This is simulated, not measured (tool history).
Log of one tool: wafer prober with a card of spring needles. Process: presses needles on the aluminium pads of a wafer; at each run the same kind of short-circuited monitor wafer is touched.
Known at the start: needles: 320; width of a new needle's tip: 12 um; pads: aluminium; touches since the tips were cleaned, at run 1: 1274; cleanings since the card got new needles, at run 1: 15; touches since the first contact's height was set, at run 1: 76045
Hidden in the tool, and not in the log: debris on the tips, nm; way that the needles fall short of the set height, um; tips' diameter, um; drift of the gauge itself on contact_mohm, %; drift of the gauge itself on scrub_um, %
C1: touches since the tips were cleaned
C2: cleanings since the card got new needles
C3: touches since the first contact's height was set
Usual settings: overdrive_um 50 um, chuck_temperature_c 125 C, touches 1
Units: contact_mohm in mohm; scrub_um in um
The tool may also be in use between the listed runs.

Run 1, hour 0: usual settings; C1 1274; C2 15; C3 76045. Result: contact_mohm 168 mohm, scrub_um 6.804 um.
At hour 5.9: height of the first contact set anew.
At hour 7.1: tips cleaned on abrasive film.
Run 2, hour 14.4: usual settings; C1 3257; C2 16; C3 3722. Result: contact_mohm 168 mohm, scrub_um 6.806 um.
At hour 18.2: tips cleaned on abrasive film.
Run 3, hour 27: usual settings but chuck_temperature_c 77 C; C1 3916; C2 17; C3 9252. Result: contact_mohm 160 mohm, scrub_um 6.817 um.
At hour 28.6: tips cleaned on abrasive film.
At hour 38.5: tips cleaned on abrasive film.
Run 4, hour 40.1: usual settings but chuck_temperature_c 77 C; C1 716; C2 19; C3 14966. Result: contact_mohm 161 mohm, scrub_um 6.821 um.
At hour 48.5: tips cleaned on abrasive film.
Run 5, hour 49.8: usual settings but chuck_temperature_c 77 C; C1 560; C2 20; C3 19189. Result: contact_mohm 161 mohm, scrub_um 6.83 um.
At hour 59: tips cleaned on abrasive film.
At hour 68.8: tips cleaned on abrasive film.
Run 6, hour 68.9: usual settings but chuck_temperature_c 77 C; C1 39; C2 22; C3 27571. Result: contact_mohm 159 mohm, scrub_um 6.813 um.
At hour 79.5: tips cleaned on abrasive film.
Run 7, hour 87.8: usual settings but chuck_temperature_c 77 C; C1 3696; C2 23; C3 35891. Result: contact_mohm 160 mohm, scrub_um 6.826 um.
At hour 89.9: tips cleaned on abrasive film.
At hour 100.2: tips cleaned on abrasive film.
Run 8, hour 107.8: usual settings but chuck_temperature_c 27 C; C1 3349; C2 25; C3 44655. Result: contact_mohm 151 mohm, scrub_um 6.824 um.
At hour 110: tips cleaned on abrasive film.
At hour 119.9: tips cleaned on abrasive film.
At hour 129.7: tips cleaned on abrasive film.
Run 9, hour 129.7: usual settings but overdrive_um 60 um, chuck_temperature_c 72 C, touches 3; C1 0; C2 28; C3 54205. Result: contact_mohm 158 mohm, scrub_um 8.209 um.
Run 10, hour 138.7: usual settings but overdrive_um 60 um, chuck_temperature_c 72 C, touches 3; C1 3974; C2 28; C3 58179. Result: contact_mohm 159 mohm, scrub_um 8.228 um.
At hour 140.5: tips cleaned on abrasive film.
At hour 151.5: tips cleaned on abrasive film.
Run 11, hour 157.3: usual settings but overdrive_um 43 um, chuck_temperature_c 72 C, touches 3; C1 2591; C2 30; C3 66349. Result: contact_mohm 159 mohm, scrub_um 5.9 um.

4 ways to go on from here, each from the tool as it stands after run 11. What would each give?
At hour 161.7: tips cleaned on abrasive film.
At hour 172.1: tips cleaned on abrasive film.
Run A, hour 178.6: usual settings but overdrive_um 43 um, chuck_temperature_c 72 C, touches 2; C1 2919; C2 32; C3 75707. Result: contact_mohm ?, scrub_um ?.
At hour 161.7: tips cleaned on abrasive film.
At hour 172.1: tips cleaned on abrasive film.
Run B, hour 178.6: usual settings but chuck_temperature_c 61 C; C1 2919; C2 32; C3 75707. Result: contact_mohm ?, scrub_um ?.
At hour 161.7: tips cleaned on abrasive film.
At hour 172.1: tips cleaned on abrasive film.
Run C, hour 178.6: usual settings but chuck_temperature_c 55 C; C1 2919; C2 32; C3 75707. Result: contact_mohm ?, scrub_um ?.
At hour 161.7: tips cleaned on abrasive film.
At hour 172.1: tips cleaned on abrasive film.
Run D, hour 178.6: usual settings but overdrive_um 49 um, chuck_temperature_c 72 C, touches 2; C1 2919; C2 32; C3 75707. Result: contact_mohm ?, scrub_um ?.

run  contact_mohm  scrub_um
  A           159     5.906
  B           158     6.863
  C           154     6.866
  D           158     6.734
Without the tool's hidden state the same runs would have given:
run  contact_mohm  scrub_um
  A           159     5.853
  B           158     6.802
  C           153     6.805
  D           158     6.674
